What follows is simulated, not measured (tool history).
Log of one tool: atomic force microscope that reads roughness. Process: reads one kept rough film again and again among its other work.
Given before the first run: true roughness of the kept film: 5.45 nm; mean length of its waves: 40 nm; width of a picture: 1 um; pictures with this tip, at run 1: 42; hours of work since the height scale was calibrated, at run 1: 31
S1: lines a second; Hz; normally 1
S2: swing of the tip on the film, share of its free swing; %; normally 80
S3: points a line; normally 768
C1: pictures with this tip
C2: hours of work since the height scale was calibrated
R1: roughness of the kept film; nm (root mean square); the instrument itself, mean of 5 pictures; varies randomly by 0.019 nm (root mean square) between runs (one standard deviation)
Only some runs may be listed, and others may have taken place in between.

Run 1, hour 0: usual settings; C1 42; C2 31. Result: R1 4.441 nm (root mean square).
Run 2, hour 16: usual settings; C1 70; C2 40. Result: R1 4.378 nm (root mean square).
Run 3, hour 25.6: usual settings; C1 86; C2 46. Result: R1 4.387 nm (root mean square).
Run 4, hour 40.9: usual settings; C1 113; C2 55. Result: R1 4.322 nm (root mean square).
Run 5, hour 52.9: usual settings but S3 1011; C1 133; C2 62. Result: R1 4.273 nm (root mean square).
Run 6, hour 60.1: usual settings but S3 1011; C1 146; C2 66. Result: R1 4.246 nm (root mean square).
Run 7, hour 74.2: usual settings but S3 1011; C1 170; C2 74. Result: R1 4.217 nm (root mean square).
Run 8, hour 89.2: usual settings but S2 68 %; C1 196; C2 83. Result: R1 4.408 nm (root mean square).
Run 9, hour 100.8: usual settings but S2 68 %; C1 216; C2 90. Result: R1 4.349 nm (root mean square).
At hour 106.4: new tip fitted.
Run 10, hour 109.8: usual settings but S2 68 %; C1 6; C2 95. Result: R1 4.731 nm (root mean square).

Expected results for the next run?
Run 11, hour 126.9: usual settings but S2 68 %; C1 35; C2 105. Result: R1 ?.

{"run 11": {"R1": 4.719}}
With the hidden condition absent and the run-to-run variation left alone, this run would have shown R1 4.816 nm (root mean square).
